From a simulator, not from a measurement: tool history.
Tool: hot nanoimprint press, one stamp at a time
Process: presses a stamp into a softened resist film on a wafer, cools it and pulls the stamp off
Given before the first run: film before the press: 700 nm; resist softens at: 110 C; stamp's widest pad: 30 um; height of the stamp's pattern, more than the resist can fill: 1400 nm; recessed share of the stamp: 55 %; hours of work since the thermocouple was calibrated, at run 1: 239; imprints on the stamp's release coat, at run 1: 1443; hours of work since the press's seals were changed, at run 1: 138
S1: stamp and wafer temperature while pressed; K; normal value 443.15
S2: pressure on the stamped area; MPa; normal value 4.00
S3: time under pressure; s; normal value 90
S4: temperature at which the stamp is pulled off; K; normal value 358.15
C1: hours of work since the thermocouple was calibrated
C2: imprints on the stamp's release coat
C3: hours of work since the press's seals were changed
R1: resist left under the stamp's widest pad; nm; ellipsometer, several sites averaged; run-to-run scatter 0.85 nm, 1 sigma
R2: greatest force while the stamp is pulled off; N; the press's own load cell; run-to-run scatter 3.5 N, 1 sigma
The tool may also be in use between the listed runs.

Run 1, hour 0.0: usual settings; C1 239; C2 1443; C3 138. Result: R1 277.4 nm, R2 197 N.
Run 2, hour 7.2: usual settings; C1 242; C2 1466; C3 142. Result: R1 274.9 nm, R2 206 N.
Run 3, hour 11.4: usual settings but S1 449.15 K; C1 244; C2 1479; C3 144. Result: R1 225.6 nm, R2 208 N.
Run 4, hour 17.6: usual settings but S1 449.15 K; C1 247; C2 1498; C3 147. Result: R1 226.2 nm, R2 200 N.
Run 5, hour 22.8: usual settings but S1 449.15 K; C1 249; C2 1515; C3 149. Result: R1 226.4 nm, R2 209 N.
Run 6, hour 27.7: usual settings but S1 449.15 K; C1 252; C2 1530; C3 151. Result: R1 225.0 nm, R2 201 N.
Run 7, hour 37.1: usual settings but S1 449.15 K, S3 63 s; C1 256; C2 1559; C3 156. Result: R1 256.8 nm, R2 206 N.
Run 8, hour 41.9: usual settings but S1 449.15 K, S3 63 s; C1 258; C2 1574; C3 158. Result: R1 256.6 nm, R2 212 N.
Run 9, hour 49.0: usual settings but S1 449.15 K, S3 63 s; C1 262; C2 1596; C3 161. Result: R1 256.1 nm, R2 210 N.
Run 10, hour 57.8: usual settings but S1 449.15 K, S3 63 s; C1 266; C2 1624; C3 165. Result: R1 256.5 nm, R2 210 N.
At hour 63.7: plate thermocouple calibrated.
Run 11, hour 68.4: usual settings but S1 449.15 K, S3 48 s; C1 2; C2 1647; C3 169. Result: R1 290.4 nm, R2 213 N.
Run 12, hour 76.6: usual settings but S1 449.15 K, S3 48 s; C1 6; C2 1673; C3 173. Result: R1 291.2 nm, R2 214 N.
Run 13, hour 84.2: usual settings; C1 9; C2 1696; C3 176. Result: R1 284.1 nm, R2 231 N.
Run 14, hour 92.6: usual settings; C1 13; C2 1723; C3 180. Result: R1 285.0 nm, R2 219 N.
Run 15, hour 100.2: usual settings but S4 356.15 K; C1 17; C2 1746; C3 183. Result: R1 283.4 nm, R2 223 N.
Run 16, hour 108.9: usual settings but S1 448.15 K, S2 3.72 MPa, S3 111 s, S4 357.15 K; C1 21; C2 1773; C3 188. Result: R1 231.4 nm, R2 216 N.
Run 17, hour 116.9: usual settings but S1 448.15 K, S2 3.72 MPa, S3 111 s, S4 357.15 K; C1 25; C2 1798; C3 191. Result: R1 232.1 nm, R2 228 N.
Run 18, hour 125.0: usual settings but S2 5.53 MPa, S3 100 s, S4 351.15 K; C1 28; C2 1823; C3 195. Result: R1 227.0 nm, R2 243 N.
Run 19, hour 129.4: usual settings but S1 445.15 K, S2 5.53 MPa, S3 47 s; C1 30; C2 1837; C3 197. Result: R1 278.0 nm, R2 216 N.
Run 20, hour 133.7: usual settings but S2 5.93 MPa, S3 50 s, S4 360.15 K; C1 32; C2 1851; C3 199. Result: R1 279.5 nm, R2 208 N.
At hour 144.1: stamp cleaned and given a new release coat.
Run 21, hour 145.8: usual settings but S1 448.15 K, S2 4.80 MPa, S3 126 s, S4 345.15 K; C1 35; C2 6; C3 202. Result: R1 190.2 nm, R2 199 N.
Run 22, hour 154.3: usual settings but S1 448.15 K, S2 4.76 MPa, S3 103 s, S4 345.15 K; C1 39; C2 32; C3 206. Result: R1 205.8 nm, R2 197 N.
Run 23, hour 161.8: usual settings but S1 448.15 K, S2 4.76 MPa, S3 111 s, S4 345.15 K; C1 43; C2 56; C3 209. Result: R1 200.8 nm, R2 193 N.
Run 24, hour 166.8: usual settings but S1 435.15 K, S2 3.32 MPa, S3 152 s; C1 45; C2 71; C3 212. Result: R1 350.4 nm, R2 170 N.
Run 25, hour 173.5: usual settings but S1 435.15 K, S2 3.32 MPa, S3 152 s; C1 48; C2 92; C3 215. Result: R1 351.3 nm, R2 176 N.
Run 26, hour 180.2: usual settings but S1 435.15 K, S2 3.32 MPa, S3 152 s; C1 51; C2 113; C3 218. Result: R1 353.4 nm, R2 169 N.
Run 27, hour 185.1: usual settings but S1 435.15 K, S2 5.03 MPa, S3 103 s, S4 363.15 K; C1 53; C2 128; C3 220. Result: R1 321.5 nm, R2 161 N.
Run 28, hour 190.1: usual settings but S3 123 s, S4 356.15 K; C1 56; C2 144; C3 222. Result: R1 254.5 nm, R2 180 N.

A few steps of R1 between consecutive runs. Split each: what settings, incoming material and random variation would produce without the hidden state, and what is left over for the hidden state, along with gauge scatter present in only one of the two compared results (measured, and without hidden state):
Hidden state at play: true temperature over the reading, C; pressure that arrives at the usual setting, %; grip of the stamp's worn release coat, % over a new coat's; drift of the gauge itself on residual_nm, %; drift of the gauge itself on pull_off_n, %.
Run 10 -> 11: S3 63 -> 48, plate thermocouple calibrated. R1 +33.9 nm: hidden state +8.2, all else +25.7.
Run 20 -> 21: S1 443.15 -> 448.15, S2 5.93 -> 4.80, S3 50 -> 126, S4 360.15 -> 345.15, stamp cleaned and given a new release coat. R1 -89.3 nm: hidden state -2.0, all else -87.3.
Run 23 -> 24: S1 448.15 -> 435.15, S2 4.76 -> 3.32, S3 111 -> 152, S4 345.15 -> 358.15. R1 +149.6 nm: hidden state +0.2, all else +149.4.
